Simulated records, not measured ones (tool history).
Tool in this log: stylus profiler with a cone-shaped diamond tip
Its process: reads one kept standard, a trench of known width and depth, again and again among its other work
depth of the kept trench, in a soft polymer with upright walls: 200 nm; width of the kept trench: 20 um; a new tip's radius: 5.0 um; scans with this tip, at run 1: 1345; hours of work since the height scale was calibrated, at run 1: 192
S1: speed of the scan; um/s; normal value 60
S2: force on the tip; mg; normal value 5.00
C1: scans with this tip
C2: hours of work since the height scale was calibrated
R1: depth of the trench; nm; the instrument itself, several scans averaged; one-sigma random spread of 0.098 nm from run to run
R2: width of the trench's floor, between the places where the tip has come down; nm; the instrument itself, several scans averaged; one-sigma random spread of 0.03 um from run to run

{"run": 1, "hour": 0.0, "S1": 60, "S2": 5.0, "C1": 1345, "C2": 192, "R1": 205.49, "R2": 16910}
{"run": 2, "hour": 11.5, "S1": 60, "S2": 5.0, "C1": 1387, "C2": 199, "R1": 205.58, "R2": 16890}
{"run": 3, "hour": 37.6, "S1": 60, "S2": 5.0, "C1": 1484, "C2": 212, "R1": 205.41, "R2": 16830}
{"run": 4, "hour": 52.5, "S1": 129, "S2": 5.0, "C1": 1539, "C2": 220, "R1": 205.46, "R2": 16530}
{"run": 5, "hour": 65.9, "S1": 129, "S2": 5.0, "C1": 1589, "C2": 227, "R1": 205.52, "R2": 16500}
{"run": 6, "hour": 89.0, "S1": 16, "S2": 5.0, "C1": 1675, "C2": 240, "R1": 205.57, "R2": 17060}
{"run": 7, "hour": 114.7, "S1": 115, "S2": 5.0, "C1": 1770, "C2": 253, "R1": 205.36, "R2": 16550}
{"run": 8, "hour": 125.8, "S1": 115, "S2": 5.0, "C1": 1811, "C2": 259, "R1": 205.54, "R2": 16520}
{"run": 9, "hour": 151.0, "S1": 60, "S2": 3.89, "C1": 1905, "C2": 273, "R1": 204.7, "R2": 16750}
{"run": 10, "hour": 175.8, "S1": 60, "S2": 5.0, "C1": 1997, "C2": 286, "R1": 205.59, "R2": 16810}
{"run": 11, "hour": 192.1, "S1": 60, "S2": 2.76, "C1": 2057, "C2": 294, "R1": 203.97, "R2": 16680}
{"run": 12, "hour": 210.4, "S1": 23, "S2": 2.02, "C1": 2125, "C2": 304, "R1": 203.13, "R2": 16850}
{"run": 13, "hour": 234.6, "S1": 23, "S2": 2.02, "C1": 2215, "C2": 317, "R1": 203.16, "R2": 16880}
{"run": 14, "hour": 252.5, "S1": 60, "S2": 7.33, "C1": 2282, "C2": 327, "R1": 207.17, "R2": 16820}
{"run": 15, "hour": 274.4, "S1": 46, "S2": 1.85, "C1": 2363, "C2": 338, "R1": 202.82, "R2": 16700}
{"run": 16, "hour": 297.1, "S1": 73, "S2": 2.21, "C1": 2447, "C2": 350, "R1": 203.27, "R2": 16530}
{"run": 17, "hour": 312.6, "S1": 73, "S2": 2.21, "C1": 2504, "C2": 358, "R1": 203.12, "R2": 16550}
{"run": 18, "hour": 329.1, "S1": 42, "S2": 3.2, "C1": 2566, "C2": 367, "R1": 204.19, "R2": 16800}
{"run": 19, "hour": 354.8, "S1": 42, "S2": 3.2, "C1": 2661, "C2": 381, "R1": 204.21, "R2": 16740}
{"run": 20, "hour": 372.7, "S1": 35, "S2": 11.18, "C1": 2727, "C2": 390, "R1": 209.55, "R2": 16860}
{"run": 21, "hour": 395.3, "S1": 35, "S2": 11.18, "C1": 2811, "C2": 402, "R1": 209.33, "R2": 16960}
{"run": 22, "hour": 420.4, "S1": 35, "S2": 11.18, "C1": 2904, "C2": 416, "R1": 209.55, "R2": 16920}

Measured minus without-hidden-state, run by run (identical run-to-run variation in each term; gauge scatter may differ):
Unlogged tool condition in this case: radius of the tip, um; height scale over the true one, %; drift of the gauge itself on depth_nm, %; drift of the gauge itself on floor_um, %.
run=1 R1=+0.04 R2=-70
run=2 R1=+0.04 R2=-80
run=3 R1=+0.05 R2=-80
run=4 R1=+0.05 R2=-80
run=5 R1=+0.06 R2=-90
run=6 R1=+0.06 R2=-100
run=7 R1=+0.07 R2=-100
run=8 R1=+0.07 R2=-110
run=9 R1=+0.08 R2=-120
run=10 R1=+0.08 R2=-120
run=11 R1=+0.09 R2=-120
run=12 R1=+0.09 R2=-130
run=13 R1=+0.10 R2=-140
run=14 R1=+0.11 R2=-140
run=15 R1=+0.11 R2=-150
run=16 R1=+0.11 R2=-150
run=17 R1=+0.13 R2=-160
run=18 R1=+0.13 R2=-160
run=19 R1=+0.14 R2=-170
run=20 R1=+0.14 R2=-170
run=21 R1=+0.15 R2=-180
run=22 R1=+0.16 R2=-190
